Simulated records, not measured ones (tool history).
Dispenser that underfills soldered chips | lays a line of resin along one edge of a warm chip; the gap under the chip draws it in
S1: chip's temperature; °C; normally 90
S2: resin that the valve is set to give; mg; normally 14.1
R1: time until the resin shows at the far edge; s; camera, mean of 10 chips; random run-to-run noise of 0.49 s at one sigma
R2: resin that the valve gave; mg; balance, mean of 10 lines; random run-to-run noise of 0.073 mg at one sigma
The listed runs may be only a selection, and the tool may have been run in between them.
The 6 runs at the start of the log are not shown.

run	day	S1	S2	R1	R2
# day 1.700: new syringe of resin
7	1.825	81	14.1	65.1	13.28
8	1.992	90	14.1	49.7	13.25
9	2.279	90	14.1	61.2	13.28
# day 2.338: new syringe of resin
10	2.558	90	16.6	47.1	15.39
# day 2.850: dispensing valve cleaned and set on the balance
11	2.954	90	16.6	59.3	16.52
# day 3.008: new syringe of resin
12	3.292	90	16.6	47.8	16.44
13	3.588	90	16.6	58.8	16.53
# day 3.658: new syringe of resin
14	3.783	90	16.6	44.5	16.34
15	4.042	90	16.6	53.1	16.34
# day 4.296: new syringe of resin
16	4.358	90	16.6	41.5	16.27
17	4.629	83	14.1	69.9	13.67
18	4.829	90	14.1	61.3	13.80
# day 4.925: new syringe of resin
19	5.012	90	14.1	43.6	13.69
20	5.192	90	14.1	50.1	13.59
21	5.488	100	16.6	39.4	16.09
# day 5.562: new syringe of resin
22	5.788	100	16.6	30.9	15.97
23	6.004	100	14.1	37.4	13.58
# day 6.196: new syringe of resin
24	6.204	76	14.1	74.4	13.51
25	6.367	76	14.1	85.9	13.42
26	6.638	76	14.1	101.4	13.40
# day 6.838: new syringe of resin
27	6.838	90	15.3	41.1	14.53
28	7.154	88	13.0	58.7	12.21
29	7.438	89	16.1	63.7	15.20
# day 7.467: new syringe of resin
30	7.783	89	14.4	54.0	13.42

Forecast run 31:
# day 8.054: dispensing valve cleaned and set on the balance
31	8.104	81	12.4	?	?

Run 31 measured R1 92.1 s, R2 12.44 mg.
Were there no unlogged condition in the tool, this run, its random variation unchanged, would have produced R1 58.3 s, R2 12.43 mg.
